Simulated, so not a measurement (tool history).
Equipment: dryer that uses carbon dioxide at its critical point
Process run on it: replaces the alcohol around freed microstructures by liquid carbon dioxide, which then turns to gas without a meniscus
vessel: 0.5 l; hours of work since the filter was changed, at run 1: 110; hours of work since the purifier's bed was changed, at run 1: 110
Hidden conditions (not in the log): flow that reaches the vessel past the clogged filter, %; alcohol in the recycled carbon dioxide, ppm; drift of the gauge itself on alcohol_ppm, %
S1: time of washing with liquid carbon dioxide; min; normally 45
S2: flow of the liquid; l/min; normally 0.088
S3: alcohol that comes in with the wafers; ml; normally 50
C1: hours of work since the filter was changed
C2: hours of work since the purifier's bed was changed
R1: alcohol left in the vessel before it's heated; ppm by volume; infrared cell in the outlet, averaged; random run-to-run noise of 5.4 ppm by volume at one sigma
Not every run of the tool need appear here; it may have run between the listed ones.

Run 1, hour 0: usual settings; C1 110; C2 110. Result: R1 194 ppm by volume.
Run 2, hour 40.2: usual settings; C1 124; C2 124. Result: R1 205 ppm by volume.
Run 3, hour 64.5: usual settings; C1 133; C2 133. Result: R1 211 ppm by volume.
Run 4, hour 95.6: usual settings; C1 143; C2 143. Result: R1 220 ppm by volume.
Run 5, hour 135.7: usual settings; C1 158; C2 158. Result: R1 220 ppm by volume.
Run 6, hour 167.2: usual settings but S1 56 min; C1 169; C2 169. Result: R1 95 ppm by volume.
Run 7, hour 213: usual settings but S1 56 min; C1 185; C2 185. Result: R1 93 ppm by volume.
Run 8, hour 252: usual settings; C1 198; C2 198. Result: R1 256 ppm by volume.
Run 9, hour 305.9: usual settings but S3 83 ml; C1 217; C2 217. Result: R1 392 ppm by volume.
Run 10, hour 344.8: usual settings but S3 83 ml; C1 231; C2 231. Result: R1 407 ppm by volume.
Run 11, hour 378.6: usual settings; C1 243; C2 243. Result: R1 277 ppm by volume.
Run 12, hour 431.6: usual settings; C1 261; C2 261. Result: R1 285 ppm by volume.
Run 13, hour 485.3: usual settings but S1 61 min; C1 280; C2 280. Result: R1 104 ppm by volume.
Run 14, hour 532.8: usual settings but S1 61 min; C1 297; C2 297. Result: R1 101 ppm by volume.
Run 15, hour 586.4: usual settings but S1 61 min; C1 315; C2 315. Result: R1 111 ppm by volume.
Run 16, hour 616.9: usual settings but S1 61 min; C1 326; C2 326. Result: R1 109 ppm by volume.
Run 17, hour 663.4: usual settings but S1 43 min; C1 342; C2 342. Result: R1 422 ppm by volume.
Run 18, hour 691.3: usual settings but S1 34 min, S2 0.1354 l/min, S3 107 ml; C1 352; C2 352. Result: R1 273 ppm by volume.
Run 19, hour 727.9: usual settings but S1 34 min, S2 0.1354 l/min, S3 107 ml; C1 365; C2 365. Result: R1 276 ppm by volume.
Run 20, hour 776.4: usual settings but S3 34 ml; C1 382; C2 382. Result: R1 281 ppm by volume.
Run 21, hour 826: usual settings but S1 51 min, S3 25 ml; C1 399; C2 399. Result: R1 163 ppm by volume.
Run 22, hour 869.6: usual settings but S1 33 min, S3 46 ml; C1 414; C2 414. Result: R1 1382 ppm by volume.
Run 23, hour 915.8: usual settings but S1 33 min, S2 0.0554 l/min, S3 46 ml; C1 431; C2 431. Result: R1 6809 ppm by volume.
Run 24, hour 975.8: usual settings but S1 33 min, S2 0.0554 l/min, S3 46 ml; C1 452; C2 452. Result: R1 6608 ppm by volume.
Run 25, hour 1024.6: usual settings but S1 33 min, S2 0.0962 l/min, S3 46 ml; C1 469; C2 469. Result: R1 1013 ppm by volume.
Run 26, hour 1059.1: usual settings but S1 38 min, S2 0.0749 l/min, S3 60 ml; C1 481; C2 481. Result: R1 2139 ppm by volume.
At hour 1087.2: inlet filter changed.
Run 27, hour 1096.9: usual settings but S1 69 min, S2 0.0749 l/min, S3 73 ml; C1 3; C2 494. Result: R1 141 ppm by volume.
Run 28, hour 1150.9: usual settings but S1 69 min, S2 0.0749 l/min, S3 73 ml; C1 22; C2 512. Result: R1 152 ppm by volume.
Run 29, hour 1211: usual settings but S1 69 min, S2 0.0749 l/min, S3 118 ml; C1 43; C2 534. Result: R1 174 ppm by volume.

Alternative continuations, all from the tool just after run 29; predict every row:
Run A, hour 1258.7: usual settings but S1 69 min, S2 0.0742 l/min, S3 118 ml; C1 60; C2 550. Result: R1 ?.
Run B, hour 1258.7: usual settings but S1 69 min, S2 0.0699 l/min, S3 25 ml; C1 60; C2 550. Result: R1 ?.
Run C, hour 1258.7: usual settings but S1 66 min, S2 0.0566 l/min, S3 37 ml; C1 60; C2 550. Result: R1 ?.

run   R1
  A  188
  B  150
  C  315
What these runs would have given with no unlogged condition in the tool:
run   R1
  A   53
  B   18
  C  169
